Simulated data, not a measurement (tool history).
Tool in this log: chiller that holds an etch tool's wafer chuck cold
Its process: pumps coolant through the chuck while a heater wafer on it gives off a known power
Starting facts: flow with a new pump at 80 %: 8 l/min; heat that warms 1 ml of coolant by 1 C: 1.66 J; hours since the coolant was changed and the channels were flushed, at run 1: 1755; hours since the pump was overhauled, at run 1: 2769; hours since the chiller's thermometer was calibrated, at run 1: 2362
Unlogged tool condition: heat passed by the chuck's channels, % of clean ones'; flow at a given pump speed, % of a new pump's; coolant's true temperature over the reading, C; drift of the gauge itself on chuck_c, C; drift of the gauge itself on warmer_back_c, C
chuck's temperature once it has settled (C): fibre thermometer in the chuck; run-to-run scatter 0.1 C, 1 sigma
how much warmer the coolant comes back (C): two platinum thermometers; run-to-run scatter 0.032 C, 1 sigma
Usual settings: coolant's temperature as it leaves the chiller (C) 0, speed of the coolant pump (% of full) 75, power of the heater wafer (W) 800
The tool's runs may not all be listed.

| run | hour | coolant's temperature as it leaves the chiller (C) | speed of the coolant pump (% of full) | power of the heater wafer (W) | hours since the coolant was changed and the channels were flushed | hours since the pump was overhauled | hours since the chiller's thermometer was calibrated | chuck's temperature once it has settled (C) | how much warmer the coolant comes back (C) |
|---|---|---|---|---|---|---|---|---|---|
| 1 | 0 | 0 | 75 | 800 | 1755 | 2769 | 2362 | 10.8 | 4.14 |
| 2 | 102.3 | 0 | 75 | 800 | 1858 | 2872 | 2464 | 10.8 | 4.06 |
| 3 | 204.7 | 0 | 75 | 800 | 1960 | 2974 | 2567 | 10.9 | 4.13 |
| 4 | 293.4 | 0 | 75 | 800 | 2049 | 3063 | 2655 | 10.9 | 4.11 |
| 5 | 379.3 | 0 | 75 | 800 | 2135 | 3149 | 2741 | 10.9 | 4.2 |
| 6 | 436.2 | 0 | 75 | 800 | 2192 | 3205 | 2798 | 11.2 | 4.13 |
| 7 | 513.1 | 0 | 75 | 800 | 2268 | 3282 | 2875 | 11.1 | 4.17 |
| 8 | 588.9 | 0 | 75 | 800 | 2344 | 3358 | 2951 | 11.3 | 4.2 |
| 9 | 661.1 | 0 | 75 | 1119 | 2416 | 3430 | 3023 | 15.5 | 5.82 |
| 10 | 767.9 | 0 | 75 | 1119 | 2523 | 3537 | 3130 | 15.5 | 5.82 |
| 11 | 817.5 | 0 | 75 | 1119 | 2573 | 3587 | 3179 | 15.5 | 5.85 |
| 12 | 864.4 | 0 | 75 | 1119 | 2620 | 3634 | 3226 | 15.4 | 5.94 |
| 13 | 947.1 | 0 | 75 | 800 | 2703 | 3716 | 3309 | 11.3 | 4.2 |
| 14 | 1022.5 | 0 | 75 | 800 | 2778 | 3792 | 3384 | 11.5 | 4.23 |
| 15 | 1081.3 | 0 | 75 | 800 | 2837 | 3851 | 3443 | 11.3 | 4.26 |
|  | 1092.4 | coolant pump overhauled |
| 16 | 1166.6 | 0 | 75 | 800 | 2917 | 74 | 3523 | 11.6 | 4.34 |
| 17 | 1245.7 | 0 | 75 | 800 | 2996 | 153 | 3603 | 11.5 | 4.27 |
| 18 | 1348.4 | -1 | 79 | 1065 | 3099 | 256 | 3705 | 14 | 5.45 |
| 19 | 1397.1 | -1 | 79 | 1065 | 3148 | 305 | 3754 | 14 | 5.42 |
| 20 | 1476 | 0 | 86 | 661 | 3226 | 384 | 3833 | 9.3 | 3.02 |
|  | 1558.9 | coolant pump overhauled, once more |
| 21 | 1563.3 | 0 | 75 | 874 | 3309 | 4 | 3915 | 12.3 | 4.17 |
| 22 | 1616.5 | 0 | 75 | 874 | 3362 | 58 | 3968 | 12.4 | 4.24 |
| 23 | 1660 | 3 | 71 | 413 | 3405 | 101 | 4012 | 9.4 | 2.13 |
| 24 | 1718.7 | 9 | 85 | 484 | 3464 | 160 | 4071 | 15.6 | 2.07 |
| 25 | 1809.5 | 9 | 85 | 596 | 3555 | 251 | 4161 | 17.2 | 2.53 |
| 26 | 1862.1 | -6 | 76 | 504 | 3607 | 303 | 4214 | 1.5 | 2.45 |
| 27 | 1925.6 | -6 | 76 | 504 | 3671 | 367 | 4278 | 1.6 | 2.43 |
| 28 | 2030.7 | -6 | 76 | 504 | 3776 | 472 | 4383 | 1.5 | 2.4 |
| 29 | 2086.9 | 2 | 85 | 778 | 3832 | 528 | 4439 | 12.5 | 3.31 |
| 30 | 2158.2 | 3 | 66 | 800 | 3904 | 599 | 4510 | 15.6 | 4.51 |
| 31 | 2215.1 | -5 | 69 | 506 | 3961 | 656 | 4567 | 3.2 | 2.72 |

Some steps in chuck's temperature once it has settled (C) between neighbouring runs. How much of each would the tool show without its hidden state too (settings, what came in, random variation), and how much is left for the hidden state, with any gauge scatter that isn't in both results?
Run 8 -> 9: power of the heater wafer (W) 800 -> 1119. chuck's temperature once it has settled (C) +4.2: hidden state +0.5, all else +3.7.
Run 19 -> 20: coolant's temperature as it leaves the chiller (C) -1 -> 0, speed of the coolant pump (% of full) 79 -> 86, power of the heater wafer (W) 1065 -> 661. chuck's temperature once it has settled (C) -4.7: hidden state -0.8, all else -3.9.
Run 22 -> 23: coolant's temperature as it leaves the chiller (C) 0 -> 3, speed of the coolant pump (% of full) 75 -> 71, power of the heater wafer (W) 874 -> 413. chuck's temperature once it has settled (C) -3: hidden state -0.6, all else -2.4.
Run 25 -> 26: coolant's temperature as it leaves the chiller (C) 9 -> -6, speed of the coolant pump (% of full) 85 -> 76, power of the heater wafer (W) 596 -> 504. chuck's temperature once it has settled (C) -15.7: hidden state +0, all else -15.7.
Run 28 -> 29: coolant's temperature as it leaves the chiller (C) -6 -> 2, speed of the coolant pump (% of full) 76 -> 85, power of the heater wafer (W) 504 -> 778. chuck's temperature once it has settled (C) +11: hidden state +0.3, all else +10.7.
Run 30 -> 31: coolant's temperature as it leaves the chiller (C) 3 -> -5, speed of the coolant pump (% of full) 66 -> 69, power of the heater wafer (W) 800 -> 506. chuck's temperature once it has settled (C) -12.4: hidden state -0.5, all else -11.9.
